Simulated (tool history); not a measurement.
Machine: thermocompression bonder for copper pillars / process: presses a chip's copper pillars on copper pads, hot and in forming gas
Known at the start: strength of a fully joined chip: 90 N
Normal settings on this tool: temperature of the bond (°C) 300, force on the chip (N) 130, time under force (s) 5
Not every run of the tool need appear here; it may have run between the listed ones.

run,day,temperature of the bond (°C),force on the chip (N),time under force (s),force that shears a chip off (N)
1,0.000,300,130,5,50.8
2,0.362,300,130,5,50.7
3,0.850,282,130,5,40.7
4,1.083,300,130,4,47.1
5,1.550,300,130,4,47.0
6,1.962,300,130,4,45.7
7,2.279,300,130,4,45.8
8,2.700,300,130,5,49.8
9,3.142,300,130,5,49.6
10,3.425,300,130,3,41.1
11,3.679,300,133,3,42.8
12,3.942,300,133,3,42.4
13,4.196,300,133,3,42.1
14,4.446,300,133,3,42.8
15,4.738,300,130,5,49.9
16,5.246,300,130,5,48.9
17,5.571,305,130,9,59.8
18,6.071,305,95,13,59.2
19,6.346,305,95,13,58.2
20,6.746,300,177,4,52.4
21,7.042,300,136,5,48.8
22,7.550,292,158,10,58.2
23,7.812,292,86,10,45.0
# day 8.142: forming gas filter changed
24,8.262,292,86,10,50.0
25,8.479,325,152,4,69.3
26,8.967,273,139,9,49.2
27,9.371,305,130,6,59.7
28,9.625,306,130,6,60.8
29,10.162,287,130,10,56.9
30,10.550,287,130,10,56.8
31,11.000,315,130,11,74.2
32,11.400,315,130,11,74.1

Each row is a separate what-if for the run after 32, all from the same tool condition, not one after another. Results?
A,11.671,315,79,11,?
B,11.671,291,143,3,?
C,11.671,287,80,9,?
D,11.671,300,151,5,?

run,force that shears a chip off (N)
A,62.6
B,42.6
C,43.7
D,57.4
The same runs, with their run-to-run variation unchanged, on a tool lacking any hidden condition would have given:
run,force that shears a chip off (N)
A,64.6
B,44.3
C,45.5
D,59.4
